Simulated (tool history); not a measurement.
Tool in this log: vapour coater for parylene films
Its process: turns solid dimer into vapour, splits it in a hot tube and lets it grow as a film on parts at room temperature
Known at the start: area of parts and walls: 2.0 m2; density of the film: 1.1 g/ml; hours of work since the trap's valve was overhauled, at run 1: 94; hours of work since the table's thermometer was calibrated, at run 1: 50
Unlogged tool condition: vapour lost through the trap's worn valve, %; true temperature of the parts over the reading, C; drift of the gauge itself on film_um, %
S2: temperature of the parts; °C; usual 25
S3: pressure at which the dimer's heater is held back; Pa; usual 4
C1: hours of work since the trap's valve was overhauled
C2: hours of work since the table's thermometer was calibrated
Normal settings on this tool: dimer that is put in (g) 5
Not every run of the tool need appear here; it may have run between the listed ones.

Run 1, hour 0: usual settings; C1 94; C2 50. Result: thickness of the film (nm) 1164.
Run 2, hour 7.5: usual settings but S3 2.82 Pa; C1 99; C2 55. Result: thickness of the film (nm) 1215.
Run 3, hour 22.1: usual settings; C1 109; C2 64. Result: thickness of the film (nm) 1170.
Run 4, hour 36.3: usual settings; C1 118; C2 73. Result: thickness of the film (nm) 1160.
Run 5, hour 46.4: usual settings but S2 18 °C; C1 124; C2 80. Result: thickness of the film (nm) 1511.
Run 6, hour 62.9: usual settings; C1 135; C2 90. Result: thickness of the film (nm) 1169.
Run 7, hour 78.8: usual settings; C1 145; C2 101. Result: thickness of the film (nm) 1156.
Run 8, hour 95.9: usual settings; C1 156; C2 112. Result: thickness of the film (nm) 1178.
Run 9, hour 104.4: usual settings but S3 10.97 Pa; C1 162; C2 117. Result: thickness of the film (nm) 1032.
Run 10, hour 115: usual settings; C1 169; C2 124. Result: thickness of the film (nm) 1159.
Run 11, hour 129.5: usual settings; C1 178; C2 133. Result: thickness of the film (nm) 1160.
Run 12, hour 143.2: usual settings; C1 187; C2 142. Result: thickness of the film (nm) 1153.
Run 13, hour 150.2: usual settings; C1 191; C2 147. Result: thickness of the film (nm) 1173.
Run 14, hour 159.2: usual settings but dimer that is put in (g) 2; C1 197; C2 153. Result: thickness of the film (nm) 480.
Run 15, hour 173.8: usual settings but dimer that is put in (g) 2; C1 207; C2 162. Result: thickness of the film (nm) 468.
Run 16, hour 190.3: usual settings but dimer that is put in (g) 2; C1 217; C2 173. Result: thickness of the film (nm) 463.
Run 17, hour 201.3: usual settings but dimer that is put in (g) 2; C1 224; C2 180. Result: thickness of the film (nm) 468.
Run 18, hour 214.1: usual settings but dimer that is put in (g) 2; C1 233; C2 188. Result: thickness of the film (nm) 461.
Run 19, hour 229.6: usual settings; C1 243; C2 198. Result: thickness of the film (nm) 1158.
At hour 244: trap's valve overhauled.
Run 20, hour 250.7: usual settings but S2 28 °C; C1 4; C2 209. Result: thickness of the film (nm) 1038.
Run 21, hour 263.2: usual settings but S2 28 °C; C1 12; C2 217. Result: thickness of the film (nm) 1029.
Run 22, hour 272.6: usual settings but S2 28 °C; C1 18; C2 223. Result: thickness of the film (nm) 1049.
Run 23, hour 289: usual settings; C1 29; C2 234. Result: thickness of the film (nm) 1166.
Run 24, hour 303.7: usual settings but S2 26 °C; C1 39; C2 244. Result: thickness of the film (nm) 1116.
Run 25, hour 313.6: usual settings but S2 26 °C; C1 45; C2 250. Result: thickness of the film (nm) 1108.
Run 26, hour 329.8: usual settings but S3 4.27 Pa; C1 55; C2 260. Result: thickness of the film (nm) 1146.
Run 27, hour 341.8: usual settings but S3 4.27 Pa; C1 63; C2 268. Result: thickness of the film (nm) 1150.
Run 28, hour 357.1: usual settings but S3 4.27 Pa; C1 73; C2 278. Result: thickness of the film (nm) 1140.
Run 29, hour 369.7: usual settings but S2 19 °C, S3 3.37 Pa; C1 81; C2 286. Result: thickness of the film (nm) 1481.
Run 30, hour 379.1: usual settings but S2 22 °C, S3 9.91 Pa; C1 87; C2 292. Result: thickness of the film (nm) 1181.
Run 31, hour 386.1: usual settings but dimer that is put in (g) 2, S2 27 °C, S3 2.67 Pa; C1 92; C2 297. Result: thickness of the film (nm) 446.
Run 32, hour 397.9: usual settings but dimer that is put in (g) 2, S2 20 °C, S3 8.6 Pa; C1 100; C2 304. Result: thickness of the film (nm) 528.
Run 33, hour 411.7: usual settings but dimer that is put in (g) 2, S2 21 °C, S3 9.06 Pa; C1 108; C2 313. Result: thickness of the film (nm) 501.
Run 34, hour 424.4: usual settings but dimer that is put in (g) 7, S2 21 °C, S3 9.06 Pa; C1 117; C2 322. Result: thickness of the film (nm) 1724.
Run 35, hour 434.9: usual settings but dimer that is put in (g) 6, S2 31 °C, S3 2.78 Pa; C1 124; C2 328. Result: thickness of the film (nm) 1155.
Run 36, hour 452.2: usual settings but dimer that is put in (g) 3, S2 26 °C, S3 3.64 Pa; C1 135; C2 340. Result: thickness of the film (nm) 676.
Run 37, hour 469.2: usual settings but dimer that is put in (g) 3, S2 27 °C, S3 2.41 Pa; C1 146; C2 351. Result: thickness of the film (nm) 686.
Run 38, hour 486: usual settings but dimer that is put in (g) 6, S2 23 °C, S3 6.53 Pa; C1 157; C2 361. Result: thickness of the film (nm) 1420.
Run 39, hour 493: usual settings but dimer that is put in (g) 6, S2 23 °C, S3 6.53 Pa; C1 161; C2 366. Result: thickness of the film (nm) 1414.
Run 40, hour 505.6: usual settings but dimer that is put in (g) 7, S2 29 °C, S3 11.32 Pa; C1 169; C2 374. Result: thickness of the film (nm) 1242.
Run 41, hour 512.5: usual settings but dimer that is put in (g) 7, S2 29 °C, S3 11.32 Pa; C1 174; C2 379. Result: thickness of the film (nm) 1246.
Run 42, hour 522.9: usual settings but dimer that is put in (g) 8, S2 31 °C, S3 2.04 Pa; C1 180; C2 385. Result: thickness of the film (nm) 1589.
Run 43, hour 536.9: usual settings but S2 30 °C, S3 8.85 Pa; C1 189; C2 394. Result: thickness of the film (nm) 877.
Run 44, hour 553.7: usual settings but dimer that is put in (g) 3, S2 20 °C, S3 3.36 Pa; C1 200; C2 405. Result: thickness of the film (nm) 846.
Run 45, hour 561.4: usual settings but dimer that is put in (g) 7, S2 20 °C, S3 6.03 Pa; C1 205; C2 410. Result: thickness of the film (nm) 1875.
Run 46, hour 575.9: usual settings but dimer that is put in (g) 9, S2 29 °C, S3 8.53 Pa; C1 215; C2 420. Result: thickness of the film (nm) 1643.

Below are 4 alternative next runs, each starting from the tool's condition after run 46. Predict each:
Run A, hour 590.5: usual settings but dimer that is put in (g) 6, S3 4.22 Pa; C1 224; C2 429. Result: thickness of the film (nm) ?.
Run B, hour 590.5: usual settings but dimer that is put in (g) 6, S2 27 °C; C1 224; C2 429. Result: thickness of the film (nm) ?.
Run C, hour 590.5: usual settings but dimer that is put in (g) 4, S2 27 °C, S3 8.53 Pa; C1 224; C2 429. Result: thickness of the film (nm) ?.
Run D, hour 590.5: usual settings but dimer that is put in (g) 9, S2 21 °C, S3 8.53 Pa; C1 224; C2 429. Result: thickness of the film (nm) ?.

run  thickness of the film (nm)
  A                        1375
  B                        1303
  C                         789
  D                        2226
Take away the tool's hidden state, keep each run's random variation, and the runs would have read:
run  thickness of the film (nm)
  A                        1376
  B                        1304
  C                         790
  D                        2229
